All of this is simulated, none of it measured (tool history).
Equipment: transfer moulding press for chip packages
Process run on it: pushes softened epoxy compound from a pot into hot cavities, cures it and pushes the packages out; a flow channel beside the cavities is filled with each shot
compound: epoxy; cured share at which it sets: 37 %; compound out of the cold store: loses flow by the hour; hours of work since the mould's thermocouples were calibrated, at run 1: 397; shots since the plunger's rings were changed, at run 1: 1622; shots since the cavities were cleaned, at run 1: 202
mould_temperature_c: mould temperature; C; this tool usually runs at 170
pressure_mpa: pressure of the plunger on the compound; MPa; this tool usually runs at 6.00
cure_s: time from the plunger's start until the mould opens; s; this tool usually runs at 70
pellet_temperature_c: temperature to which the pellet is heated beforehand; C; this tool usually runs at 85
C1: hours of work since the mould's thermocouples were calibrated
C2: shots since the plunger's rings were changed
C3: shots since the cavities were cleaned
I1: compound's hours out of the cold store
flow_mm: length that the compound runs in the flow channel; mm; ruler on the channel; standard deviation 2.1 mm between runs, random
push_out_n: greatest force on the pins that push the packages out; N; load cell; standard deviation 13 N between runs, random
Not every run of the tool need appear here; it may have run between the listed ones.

{"run": 1, "hour": 0.0, "mould_temperature_c": 170, "pressure_mpa": 6.0, "cure_s": 70, "pellet_temperature_c": 85, "C1": 397, "C2": 1622, "C3": 202, "I1": 11.1, "flow_mm": 656, "push_out_n": 628}
{"run": 2, "hour": 30.2, "mould_temperature_c": 170, "pressure_mpa": 6.0, "cure_s": 70, "pellet_temperature_c": 85, "C1": 409, "C2": 1933, "C3": 513, "I1": 45.7, "flow_mm": 546, "push_out_n": 564}
{"hour": 44.4, "done": "cavities cleaned with cleaning compound and waxed"}
{"run": 3, "hour": 72.6, "mould_temperature_c": 170, "pressure_mpa": 6.0, "cure_s": 70, "pellet_temperature_c": 85, "C1": 426, "C2": 2352, "C3": 289, "I1": 9.6, "flow_mm": 659, "push_out_n": 655}
{"run": 4, "hour": 105.3, "mould_temperature_c": 170, "pressure_mpa": 6.0, "cure_s": 70, "pellet_temperature_c": 85, "C1": 440, "C2": 2689, "C3": 626, "I1": 9.6, "flow_mm": 660, "push_out_n": 614}
{"hour": 110.9, "done": "cavities cleaned with cleaning compound and waxed"}
{"run": 5, "hour": 145.1, "mould_temperature_c": 170, "pressure_mpa": 6.0, "cure_s": 70, "pellet_temperature_c": 85, "C1": 456, "C2": 3083, "C3": 352, "I1": 13.7, "flow_mm": 643, "push_out_n": 645}
{"hour": 174.0, "done": "cavities cleaned with cleaning compound and waxed"}
{"run": 6, "hour": 174.0, "mould_temperature_c": 170, "pressure_mpa": 6.0, "cure_s": 70, "pellet_temperature_c": 85, "C1": 467, "C2": 3364, "C3": 0, "I1": 42.9, "flow_mm": 552, "push_out_n": 575}
{"hour": 182.6, "done": "plunger's sealing rings changed"}
{"run": 7, "hour": 227.7, "mould_temperature_c": 170, "pressure_mpa": 6.0, "cure_s": 70, "pellet_temperature_c": 85, "C1": 488, "C2": 464, "C3": 527, "I1": 44.1, "flow_mm": 551, "push_out_n": 597}
{"hour": 242.8, "done": "cavities cleaned with cleaning compound and waxed"}
{"run": 8, "hour": 257.1, "mould_temperature_c": 170, "pressure_mpa": 6.0, "cure_s": 70, "pellet_temperature_c": 85, "C1": 500, "C2": 751, "C3": 147, "I1": 31.4, "flow_mm": 587, "push_out_n": 595}
{"hour": 291.0, "done": "mould's thermocouples calibrated"}
{"hour": 310.5, "done": "cavities cleaned with cleaning compound and waxed"}
{"run": 9, "hour": 314.6, "mould_temperature_c": 165, "pressure_mpa": 6.0, "cure_s": 101, "pellet_temperature_c": 85, "C1": 9, "C2": 1305, "C3": 41, "I1": 25.6, "flow_mm": 618, "push_out_n": 464}
{"run": 10, "hour": 363.6, "mould_temperature_c": 165, "pressure_mpa": 6.0, "cure_s": 101, "pellet_temperature_c": 85, "C1": 29, "C2": 1810, "C3": 546, "I1": 15.9, "flow_mm": 652, "push_out_n": 454}
{"hour": 375.1, "done": "cavities cleaned with cleaning compound and waxed"}
{"run": 11, "hour": 400.2, "mould_temperature_c": 165, "pressure_mpa": 6.0, "cure_s": 79, "pellet_temperature_c": 80, "C1": 44, "C2": 2170, "C3": 257, "I1": 38.1, "flow_mm": 582, "push_out_n": 600}
{"hour": 439.0, "done": "cavities cleaned with cleaning compound and waxed"}
{"run": 12, "hour": 444.7, "mould_temperature_c": 165, "pressure_mpa": 6.0, "cure_s": 79, "pellet_temperature_c": 80, "C1": 62, "C2": 2612, "C3": 58, "I1": 28.7, "flow_mm": 607, "push_out_n": 635}
{"run": 13, "hour": 492.2, "mould_temperature_c": 166, "pressure_mpa": 5.71, "cure_s": 70, "pellet_temperature_c": 93, "C1": 81, "C2": 3101, "C3": 547, "I1": 21.2, "flow_mm": 614, "push_out_n": 763}
{"hour": 502.0, "done": "cavities cleaned with cleaning compound and waxed"}
{"hour": 526.3, "done": "plunger's sealing rings changed"}
{"run": 14, "hour": 546.1, "mould_temperature_c": 166, "pressure_mpa": 5.71, "cure_s": 70, "pellet_temperature_c": 93, "C1": 102, "C2": 204, "C3": 428, "I1": 28.3, "flow_mm": 588, "push_out_n": 735}
{"hour": 568.8, "done": "cavities cleaned with cleaning compound and waxed"}
{"run": 15, "hour": 585.5, "mould_temperature_c": 163, "pressure_mpa": 5.01, "cure_s": 70, "pellet_temperature_c": 85, "C1": 117, "C2": 594, "C3": 172, "I1": 38.6, "flow_mm": 530, "push_out_n": 903}
{"run": 16, "hour": 626.6, "mould_temperature_c": 163, "pressure_mpa": 5.01, "cure_s": 62, "pellet_temperature_c": 87, "C1": 134, "C2": 1016, "C3": 594, "I1": 15.4, "flow_mm": 601, "push_out_n": 1367}

5 options for the next run, each taken on its own from the tool as it stands now. Forecast them:
{"hour": 632.5, "done": "cavities cleaned with cleaning compound and waxed"}
{"run": "A", "hour": 687.3, "mould_temperature_c": 170, "pressure_mpa": 5.44, "cure_s": 70, "pellet_temperature_c": 85, "C1": 159, "C2": 1625, "C3": 564, "I1": 14.6, "flow_mm": "?", "push_out_n": "?"}
{"hour": 632.5, "done": "cavities cleaned with cleaning compound and waxed"}
{"run": "B", "hour": 687.3, "mould_temperature_c": 163, "pressure_mpa": 5.01, "cure_s": 79, "pellet_temperature_c": 87, "C1": 159, "C2": 1625, "C3": 564, "I1": 24.0, "flow_mm": "?", "push_out_n": "?"}
{"hour": 632.5, "done": "cavities cleaned with cleaning compound and waxed"}
{"run": "C", "hour": 687.3, "mould_temperature_c": 170, "pressure_mpa": 5.85, "cure_s": 70, "pellet_temperature_c": 87, "C1": 159, "C2": 1625, "C3": 564, "I1": 24.5, "flow_mm": "?", "push_out_n": "?"}
{"hour": 632.5, "done": "cavities cleaned with cleaning compound and waxed"}
{"run": "D", "hour": 687.3, "mould_temperature_c": 163, "pressure_mpa": 5.21, "cure_s": 70, "pellet_temperature_c": 85, "C1": 159, "C2": 1625, "C3": 564, "I1": 38.9, "flow_mm": "?", "push_out_n": "?"}
{"hour": 632.5, "done": "cavities cleaned with cleaning compound and waxed"}
{"run": "E", "hour": 687.3, "mould_temperature_c": 163, "pressure_mpa": 5.01, "cure_s": 62, "pellet_temperature_c": 94, "C1": 159, "C2": 1625, "C3": 564, "I1": 31.4, "flow_mm": "?", "push_out_n": "?"}

run=A flow_mm=612 push_out_n=612
run=B flow_mm=570 push_out_n=693
run=C flow_mm=601 push_out_n=580
run=D flow_mm=540 push_out_n=901
run=E flow_mm=549 push_out_n=1211
Without the tool's hidden state the same runs would have given:
run=A flow_mm=612 push_out_n=602
run=B flow_mm=570 push_out_n=682
run=C flow_mm=602 push_out_n=570
run=D flow_mm=540 push_out_n=887
run=E flow_mm=549 push_out_n=1191
